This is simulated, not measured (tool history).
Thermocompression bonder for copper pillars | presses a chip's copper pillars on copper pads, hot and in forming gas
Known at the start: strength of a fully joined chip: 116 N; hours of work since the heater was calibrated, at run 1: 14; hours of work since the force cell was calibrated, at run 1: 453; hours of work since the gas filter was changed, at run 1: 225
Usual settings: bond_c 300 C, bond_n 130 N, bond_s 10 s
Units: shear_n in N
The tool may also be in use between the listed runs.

| run | hour | bond_c | bond_n | bond_s | hours of work since the heater was calibrated | hours of work since the force cell was calibrated | hours of work since the gas filter was changed | shear_n |
|---|---|---|---|---|---|---|---|---|
| 1 | 0.0 | 300 | 130 | 10 | 14 | 453 | 225 | 69.2 |
| 2 | 14.6 | 300 | 130 | 10 | 21 | 460 | 233 | 68.6 |
| 3 | 27.1 | 300 | 130 | 10 | 28 | 466 | 239 | 68.6 |
| 4 | 46.9 | 300 | 130 | 10 | 37 | 476 | 249 | 69.2 |
| 5 | 70.8 | 300 | 130 | 10 | 49 | 488 | 260 | 68.3 |
| 6 | 83.9 | 300 | 130 | 10 | 56 | 494 | 267 | 68.5 |
| 7 | 103.0 | 300 | 161 | 10 | 65 | 504 | 276 | 74.5 |
| 8 | 128.7 | 300 | 161 | 10 | 78 | 516 | 289 | 73.5 |
| 9 | 147.7 | 300 | 161 | 10 | 87 | 526 | 298 | 73.0 |
| 10 | 163.0 | 300 | 161 | 10 | 95 | 533 | 306 | 73.8 |
| 11 | 191.1 | 300 | 161 | 10 | 108 | 547 | 320 | 72.5 |
| 12 | 215.7 | 309 | 130 | 10 | 120 | 559 | 332 | 72.1 |
| 13 | 243.5 | 309 | 130 | 10 | 134 | 573 | 345 | 72.2 |
| 14 | 268.5 | 309 | 130 | 10 | 146 | 585 | 358 | 72.0 |
| 15 | 289.8 | 315 | 89 | 9 | 157 | 596 | 368 | 63.0 |
|  | 293.4 | heater calibrated with a thermocouple chip |
| 16 | 315.6 | 309 | 168 | 9 | 11 | 607 | 380 | 75.3 |
| 17 | 335.6 | 298 | 139 | 10 | 21 | 617 | 390 | 67.7 |
| 18 | 352.0 | 320 | 95 | 15 | 29 | 625 | 398 | 75.7 |
| 19 | 371.0 | 320 | 95 | 15 | 38 | 635 | 407 | 75.8 |
| 20 | 393.9 | 324 | 190 | 6 | 49 | 646 | 418 | 77.0 |
|  | 405.4 | forming gas filter changed |
|  | 410.7 | heater calibrated with a thermocouple chip, once more |
| 21 | 416.6 | 307 | 86 | 10 | 3 | 656 | 5 | 65.2 |
| 22 | 435.7 | 308 | 156 | 10 | 12 | 665 | 14 | 81.9 |
| 23 | 460.2 | 329 | 103 | 5 | 24 | 677 | 26 | 66.3 |
| 24 | 480.8 | 300 | 111 | 8 | 35 | 687 | 36 | 63.3 |
| 25 | 498.2 | 292 | 130 | 12 | 43 | 696 | 45 | 70.7 |
| 26 | 519.9 | 292 | 130 | 12 | 54 | 707 | 55 | 71.0 |
| 27 | 536.7 | 292 | 130 | 12 | 62 | 715 | 64 | 70.9 |

Some steps in shear_n between neighbouring runs. How much of each would the tool show without its hidden state too (settings, what came in, random variation), and how much is left for the hidden state, with any gauge scatter that isn't in both results?
The hidden state here: true temperature of the bond over the reading, C; force that reaches the chip, % of what is set; oxide that the forming gas leaves, % of the face; drift of the gauge itself on shear_n, %.
Run 17 -> 18: bond_c 298 -> 320, bond_n 139 -> 95, bond_s 10 -> 15. shear_n +8.0 N: hidden state -1.5, all else +9.5.
Run 20 -> 21: bond_c 324 -> 307, bond_n 190 -> 86, bond_s 6 -> 10, forming gas filter changed, heater calibrated with a thermocouple chip, once more. shear_n -11.8 N: hidden state +7.4, all else -19.2.
Run 21 -> 22: bond_c 307 -> 308, bond_n 86 -> 156. shear_n +16.7 N: hidden state -0.3, all else +17.0.
Run 22 -> 23: bond_c 308 -> 329, bond_n 156 -> 103, bond_s 10 -> 5. shear_n -15.6 N: hidden state +0.0, all else -15.6.
